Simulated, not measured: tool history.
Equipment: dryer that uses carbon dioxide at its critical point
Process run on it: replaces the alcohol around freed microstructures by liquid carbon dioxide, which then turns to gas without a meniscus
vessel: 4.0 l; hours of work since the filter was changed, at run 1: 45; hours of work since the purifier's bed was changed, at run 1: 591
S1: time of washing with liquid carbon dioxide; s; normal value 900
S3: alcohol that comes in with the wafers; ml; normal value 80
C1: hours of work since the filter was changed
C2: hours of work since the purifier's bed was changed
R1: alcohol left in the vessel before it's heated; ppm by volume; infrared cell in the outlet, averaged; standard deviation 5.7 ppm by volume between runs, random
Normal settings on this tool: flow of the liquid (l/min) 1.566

Run 1, hour 0: usual settings; C1 45; C2 591. Result: R1 252 ppm by volume.
Run 2, hour 22.4: usual settings; C1 60; C2 606. Result: R1 257 ppm by volume.
Run 3, hour 57.4: usual settings; C1 83; C2 629. Result: R1 282 ppm by volume.
Run 4, hour 84.8: usual settings; C1 102; C2 647. Result: R1 287 ppm by volume.
Run 5, hour 115.6: usual settings but S1 1020 s; C1 122; C2 668. Result: R1 199 ppm by volume.
Run 6, hour 158.8: usual settings but S3 43 ml; C1 151; C2 697. Result: R1 204 ppm by volume.
Run 7, hour 179.4: usual settings but flow of the liquid (l/min) 1.98; C1 165; C2 710. Result: R1 159 ppm by volume.
Run 8, hour 219.2: usual settings; C1 191; C2 737. Result: R1 366 ppm by volume.
At hour 249.5: inlet filter changed.
Run 9, hour 253: usual settings; C1 2; C2 759. Result: R1 232 ppm by volume.
Run 10, hour 278.2: usual settings; C1 19; C2 776. Result: R1 240 ppm by volume.
Run 11, hour 328.4: usual settings; C1 53; C2 809. Result: R1 267 ppm by volume.
Run 12, hour 374.1: usual settings but flow of the liquid (l/min) 1.83; C1 83; C2 840. Result: R1 172 ppm by volume.
Run 13, hour 405.8: usual settings but S3 27 ml; C1 104; C2 861. Result: R1 149 ppm by volume.
Run 14, hour 454: usual settings but flow of the liquid (l/min) 1.69; C1 137; C2 893. Result: R1 275 ppm by volume.
Run 15, hour 501.5: usual settings but flow of the liquid (l/min) 1.69; C1 168; C2 925. Result: R1 294 ppm by volume.
Run 16, hour 536.1: usual settings; C1 191; C2 948. Result: R1 398 ppm by volume.
At hour 566.2: inlet filter changed.
Run 17, hour 577.2: usual settings but flow of the liquid (l/min) 1.58; C1 7; C2 975. Result: R1 229 ppm by volume.
Run 18, hour 620.2: usual settings but flow of the liquid (l/min) 1.04, S3 36 ml; C1 36; C2 1003. Result: R1 453 ppm by volume.
Run 19, hour 664.7: usual settings but S1 1200 s, flow of the liquid (l/min) 1.21, S3 57 ml; C1 66; C2 1033. Result: R1 196 ppm by volume.
Run 20, hour 699.1: usual settings but S1 1200 s, flow of the liquid (l/min) 1.98, S3 55 ml; C1 89; C2 1056. Result: R1 91 ppm by volume.
Run 21, hour 731.3: usual settings but S1 1200 s, flow of the liquid (l/min) 1.98, S3 55 ml; C1 110; C2 1078. Result: R1 85 ppm by volume.
Run 22, hour 758.7: usual settings but S1 600 s, flow of the liquid (l/min) 0.97, S3 104 ml; C1 129; C2 1096. Result: R1 4104 ppm by volume.
Run 23, hour 780.3: usual settings but S1 780 s, flow of the liquid (l/min) 1.18; C1 143; C2 1110. Result: R1 1217 ppm by volume.
Run 24, hour 806.9: usual settings but S3 26 ml; C1 161; C2 1128. Result: R1 169 ppm by volume.
Run 25, hour 839.2: usual settings but S1 1020 s, flow of the liquid (l/min) 1.44, S3 114 ml; C1 182; C2 1150. Result: R1 431 ppm by volume.
Run 26, hour 861.3: usual settings but flow of the liquid (l/min) 1.51; C1 197; C2 1165. Result: R1 459 ppm by volume.
At hour 884.7: inlet filter changed.
Run 27, hour 886: usual settings but flow of the liquid (l/min) 1.51; C1 1; C2 1180. Result: R1 288 ppm by volume.
Run 28, hour 917.6: usual settings but flow of the liquid (l/min) 2.52, S3 55 ml; C1 22; C2 1201. Result: R1 104 ppm by volume.
Run 29, hour 942.4: usual settings but S1 1020 s, flow of the liquid (l/min) 2.52, S3 84 ml; C1 39; C2 1218. Result: R1 77 ppm by volume.
Run 30, hour 988: usual settings but S1 1020 s, flow of the liquid (l/min) 2.52, S3 84 ml; C1 69; C2 1248. Result: R1 101 ppm by volume.
Run 31, hour 1011.9: usual settings but S1 720 s, flow of the liquid (l/min) 2.59, S3 41 ml; C1 85; C2 1264. Result: R1 121 ppm by volume.
Run 32, hour 1037.1: usual settings but S1 1260 s, flow of the liquid (l/min) 2.56, S3 34 ml; C1 102; C2 1281. Result: R1 90 ppm by volume.
Run 33, hour 1060.9: usual settings but S1 1080 s, flow of the liquid (l/min) 2.34, S3 50 ml; C1 118; C2 1297. Result: R1 97 ppm by volume.
Run 34, hour 1103.7: usual settings but S1 1140 s, flow of the liquid (l/min) 2.21, S3 27 ml; C1 146; C2 1326. Result: R1 109 ppm by volume.

A few steps of R1 between consecutive runs. Split each: what settings, incoming material and random variation would produce without the hidden state, and what is left over for the hidden state, along with gauge scatter present in only one of the two compared results (measured, and without hidden state):
Unlogged tool condition in this case: flow that reaches the vessel past the clogged filter, %; alcohol in the recycled carbon dioxide, ppm; drift of the gauge itself on alcohol_ppm, %.
Run 21 -> 22: S1 1200 -> 600, flow of the liquid (l/min) 1.98 -> 0.97, S3 55 -> 104. R1 +4019 ppm by volume: hidden state +650, all else +3369.
Run 22 -> 23: S1 600 -> 780, flow of the liquid (l/min) 0.97 -> 1.18, S3 104 -> 80. R1 -2887 ppm by volume: hidden state -349, all else -2538.
Run 23 -> 24: S1 780 -> 900, flow of the liquid (l/min) 1.18 -> 1.566, S3 80 -> 26. R1 -1048 ppm by volume: hidden state -258, all else -790.
